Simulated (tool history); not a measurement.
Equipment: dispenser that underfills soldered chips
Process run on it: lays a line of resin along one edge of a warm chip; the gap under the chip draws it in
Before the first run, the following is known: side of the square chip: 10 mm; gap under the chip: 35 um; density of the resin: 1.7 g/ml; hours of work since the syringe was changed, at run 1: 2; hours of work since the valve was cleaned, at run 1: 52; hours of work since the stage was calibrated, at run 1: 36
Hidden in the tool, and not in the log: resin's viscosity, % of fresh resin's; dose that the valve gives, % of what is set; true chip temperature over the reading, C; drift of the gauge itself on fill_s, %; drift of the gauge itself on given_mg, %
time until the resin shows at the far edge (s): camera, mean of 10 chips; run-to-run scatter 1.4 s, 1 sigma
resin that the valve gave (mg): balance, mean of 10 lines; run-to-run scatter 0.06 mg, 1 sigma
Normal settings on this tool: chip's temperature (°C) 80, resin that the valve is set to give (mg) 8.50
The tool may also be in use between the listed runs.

run	hour	chip's temperature (°C)	resin that the valve is set to give (mg)	hours of work since the syringe was changed	hours of work since the valve was cleaned	hours of work since the stage was calibrated	time until the resin shows at the far edge (s)	resin that the valve gave (mg)
1	0.0	80	8.50	2	52	36	158.9	8.12
2	3.6	80	7.24	5	54	39	209.2	6.86
3	7.5	80	8.50	8	57	41	241.5	8.03
# hour 8.2: new syringe of resin
4	10.3	88	8.50	2	59	43	107.7	8.04
5	12.9	88	8.50	4	61	45	125.6	8.03
6	17.1	88	8.50	7	64	48	161.8	8.03
# hour 19.5: new syringe of resin
7	20.5	80	8.54	1	67	51	140.1	8.06
8	24.2	80	8.54	3	69	54	168.2	7.92
9	28.7	80	8.50	7	73	57	220.1	7.98
# hour 30.9: new syringe of resin
10	32.9	72	8.50	2	76	60	206.5	7.92
11	36.6	72	8.50	4	79	63	249.4	7.96
12	38.8	72	10.87	6	80	64	273.8	10.01
# hour 42.5: new syringe of resin
13	43.1	73	8.50	0	83	67	185.5	7.84
14	47.1	81	7.70	3	86	70	167.1	7.08
15	50.8	93	9.94	6	89	73	119.6	9.10
# hour 54.0: new syringe of resin
16	54.1	79	8.00	0	91	75	141.6	7.25
17	56.8	76	8.37	2	93	77	185.1	7.56
18	58.8	76	8.37	4	95	79	206.1	7.71
19	61.9	76	8.37	6	97	81	244.0	7.56
20	64.2	76	8.37	8	99	83	275.0	7.65
# hour 65.6: new syringe of resin
21	68.6	76	8.37	2	102	86	189.8	7.59
22	71.8	69	7.20	5	104	88	326.2	6.46
23	74.3	77	8.50	6	106	90	247.2	7.68
# hour 77.0: new syringe of resin
24	77.1	93	7.65	0	108	92	81.4	7.01
25	80.9	78	7.75	3	111	95	187.3	7.01

Describe how what the log doesn't record of the tool's condition differs between the last listed run preceding each entry between runs and the first listed run following it.
Between runs 3 and 4: new syringe of resin (hour 8.2)
  resin's viscosity, % of fresh resin's: 184.4 -> 113.1; dose that the valve gives, % of what is set: 94.56 -> 94.4; true chip temperature over the reading, C: 0.32 -> 0.33
  the result without the hidden state subtracted from the measured one, time until the resin shows at the far edge (s): +110.4 -> +12.4; resin that the valve gave (mg): -0.46 -> -0.47
Between runs 6 and 7: new syringe of resin (hour 19.5)
  resin's viscosity, % of fresh resin's: 165.1 -> 106.2; dose that the valve gives, % of what is set: 93.94 -> 93.7; true chip temperature over the reading, C: 0.37 -> 0.38
  the result without the hidden state subtracted from the measured one, time until the resin shows at the far edge (s): +63.7 -> +8.0; resin that the valve gave (mg): -0.51 -> -0.53
Between runs 9 and 10: new syringe of resin (hour 30.9)
  resin's viscosity, % of fresh resin's: 167.8 -> 110.7; dose that the valve gives, % of what is set: 93.14 -> 92.86; true chip temperature over the reading, C: 0.42 -> 0.44
  the result without the hidden state subtracted from the measured one, time until the resin shows at the far edge (s): +88.6 -> +19.7; resin that the valve gave (mg): -0.59 -> -0.61
Between runs 12 and 13: new syringe of resin (hour 42.5)
  resin's viscosity, % of fresh resin's: 153.6 -> 103; dose that the valve gives, % of what is set: 92.44 -> 92.18; true chip temperature over the reading, C: 0.47 -> 0.49
  the result without the hidden state subtracted from the measured one, time until the resin shows at the far edge (s): +93.0 -> +5.1; resin that the valve gave (mg): -0.82 -> -0.67
Between runs 15 and 16: new syringe of resin (hour 54.0)
  resin's viscosity, % of fresh resin's: 159.3 -> 100.6; dose that the valve gives, % of what is set: 91.65 -> 91.46; true chip temperature over the reading, C: 0.53 -> 0.55
  the result without the hidden state subtracted from the measured one, time until the resin shows at the far edge (s): +43.6 -> +1.6; resin that the valve gave (mg): -0.83 -> -0.68
Between runs 20 and 21: new syringe of resin (hour 65.6)
  resin's viscosity, % of fresh resin's: 177.6 -> 120.3; dose that the valve gives, % of what is set: 90.78 -> 90.51; true chip temperature over the reading, C: 0.6 -> 0.62
  the result without the hidden state subtracted from the measured one, time until the resin shows at the far edge (s): +120.1 -> +32.1; resin that the valve gave (mg): -0.77 -> -0.80
Between runs 23 and 24: new syringe of resin (hour 77.0)
  resin's viscosity, % of fresh resin's: 165 -> 100.2; dose that the valve gives, % of what is set: 90.1 -> 89.95; true chip temperature over the reading, C: 0.65 -> 0.66
  the result without the hidden state subtracted from the measured one, time until the resin shows at the far edge (s): +97.1 -> +1.3; resin that the valve gave (mg): -0.85 -> -0.77
